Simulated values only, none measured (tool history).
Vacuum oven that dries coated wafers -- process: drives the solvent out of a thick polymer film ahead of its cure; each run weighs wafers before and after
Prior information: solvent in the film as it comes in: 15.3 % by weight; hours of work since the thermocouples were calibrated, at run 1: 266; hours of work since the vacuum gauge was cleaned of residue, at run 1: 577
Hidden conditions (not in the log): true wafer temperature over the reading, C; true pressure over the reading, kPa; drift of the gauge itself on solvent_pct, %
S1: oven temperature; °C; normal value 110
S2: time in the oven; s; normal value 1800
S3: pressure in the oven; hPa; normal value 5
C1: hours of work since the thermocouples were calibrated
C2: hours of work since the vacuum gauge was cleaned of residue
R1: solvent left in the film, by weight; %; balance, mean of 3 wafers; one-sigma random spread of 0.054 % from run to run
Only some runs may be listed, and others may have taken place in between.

run 1 day=0 | S1=110 S2=1800 S3=5 | C1=266 C2=577 | R1=2.14
run 2 day=0.6 | S1=110 S2=1800 S3=5 | C1=277 C2=588 | R1=2.23
run 3 day=1.071 | S1=97 S2=1800 S3=5 | C1=285 C2=596 | R1=5.31
run 4 day=1.817 | S1=110 S2=1800 S3=5 | C1=298 C2=609 | R1=2.27
run 5 day=2.438 | S1=110 S2=1800 S3=5 | C1=309 C2=620 | R1=2.19
run 6 day=2.85 | S1=115 S2=1800 S3=5 | C1=316 C2=627 | R1=1.35
run 7 day=3.696 | S1=115 S2=1800 S3=5 | C1=331 C2=642 | R1=1.45
run 8 day=4.4 | S1=115 S2=1800 S3=5 | C1=343 C2=654 | R1=1.39
run 9 day=5.004 | S1=115 S2=1800 S3=5 | C1=354 C2=665 | R1=1.33
-- day=5.167 oven's thermocouples calibrated
run 10 day=5.967 | S1=115 S2=1800 S3=5 | C1=14 C2=680 | R1=1.3
run 11 day=6.675 | S1=115 S2=1800 S3=5 | C1=26 C2=692 | R1=1.3
-- day=7.233 oven's thermocouples calibrated, once more
run 12 day=7.258 | S1=111 S2=1800 S3=6.76 | C1=0 C2=701 | R1=2.16
run 13 day=8.088 | S1=108 S2=2400 S3=9.42 | C1=15 C2=716 | R1=2.25

Measured minus without-hidden-state, run by run (identical run-to-run variation in each term; gauge scatter may differ):
run=1 R1=+0.07
run=2 R1=+0.07
run=3 R1=+0.08
run=4 R1=+0.08
run=5 R1=+0.07
run=6 R1=+0.08
run=7 R1=+0.07
run=8 R1=+0.07
run=9 R1=+0.08
run=10 R1=+0.06
run=11 R1=+0.05
run=12 R1=+0.21
run=13 R1=+0.23
